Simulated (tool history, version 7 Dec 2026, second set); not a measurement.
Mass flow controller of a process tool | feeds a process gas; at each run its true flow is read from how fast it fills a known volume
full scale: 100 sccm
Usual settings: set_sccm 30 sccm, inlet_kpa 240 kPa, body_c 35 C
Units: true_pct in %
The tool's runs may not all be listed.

| run | hour | set_sccm | inlet_kpa | body_c | true_pct |
|---|---|---|---|---|---|
| 1 | 0.0 | 30 | 240 | 35 | 98.45 |
| 2 | 99.2 | 30 | 240 | 35 | 98.34 |
| 3 | 254.9 | 30 | 240 | 35 | 98.34 |
| 4 | 443.1 | 18 | 240 | 35 | 98.01 |
| 5 | 605.9 | 18 | 240 | 35 | 97.97 |
| 6 | 693.0 | 98 | 240 | 35 | 100.49 |
| 7 | 825.8 | 30 | 240 | 35 | 98.34 |
| 8 | 1006.5 | 30 | 240 | 35 | 98.43 |
| 9 | 1197.8 | 30 | 240 | 35 | 98.44 |
| 10 | 1304.6 | 30 | 240 | 35 | 98.43 |
| 11 | 1427.4 | 30 | 240 | 35 | 98.41 |
| 12 | 1632.1 | 30 | 240 | 35 | 98.44 |
| 13 | 1768.8 | 30 | 240 | 35 | 98.43 |
| 14 | 1958.1 | 30 | 240 | 35 | 98.29 |
| 15 | 2162.8 | 26 | 240 | 35 | 98.24 |
| 16 | 2250.6 | 22 | 240 | 35 | 98.02 |
| 17 | 2369.9 | 30 | 240 | 35 | 98.40 |
| 18 | 2516.8 | 30 | 240 | 35 | 98.30 |
| 19 | 2643.1 | 30 | 240 | 32 | 98.22 |
| 20 | 2788.0 | 30 | 240 | 32 | 98.27 |
| 21 | 2933.4 | 30 | 240 | 25 | 97.93 |
| 22 | 3068.2 | 30 | 204 | 22 | 97.69 |
| 23 | 3214.6 | 14 | 240 | 35 | 97.75 |
| 24 | 3369.4 | 14 | 240 | 35 | 97.82 |
| 25 | 3535.7 | 14 | 240 | 35 | 97.89 |
| 26 | 3691.4 | 14 | 240 | 35 | 97.99 |
| 27 | 3777.9 | 14 | 196 | 24 | 97.15 |
| 28 | 3964.8 | 14 | 186 | 37 | 97.76 |
| 29 | 4081.6 | 17 | 215 | 40 | 98.08 |
| 30 | 4293.5 | 17 | 215 | 40 | 98.00 |
| 31 | 4483.4 | 30 | 250 | 23 | 97.86 |
| 32 | 4693.4 | 20 | 224 | 21 | 97.53 |
| 33 | 4895.7 | 19 | 250 | 28 | 97.82 |
| 34 | 5006.8 | 55 | 245 | 28 | 98.93 |
| 35 | 5209.4 | 55 | 245 | 28 | 98.90 |
| 36 | 5387.6 | 41 | 237 | 20 | 98.11 |
| 37 | 5595.9 | 30 | 142 | 23 | 97.49 |
| 38 | 5748.7 | 30 | 142 | 23 | 97.46 |

Not shown: 1 entry that the log had between the listed runs. Between which runs, and how does the tool's hidden state differ before and after?
Between runs 12 and 13: controller's zero set anew (hour 1677.1)
  flow at rest that the sensor doesn't see, % of full scale: 0.006 -> 0
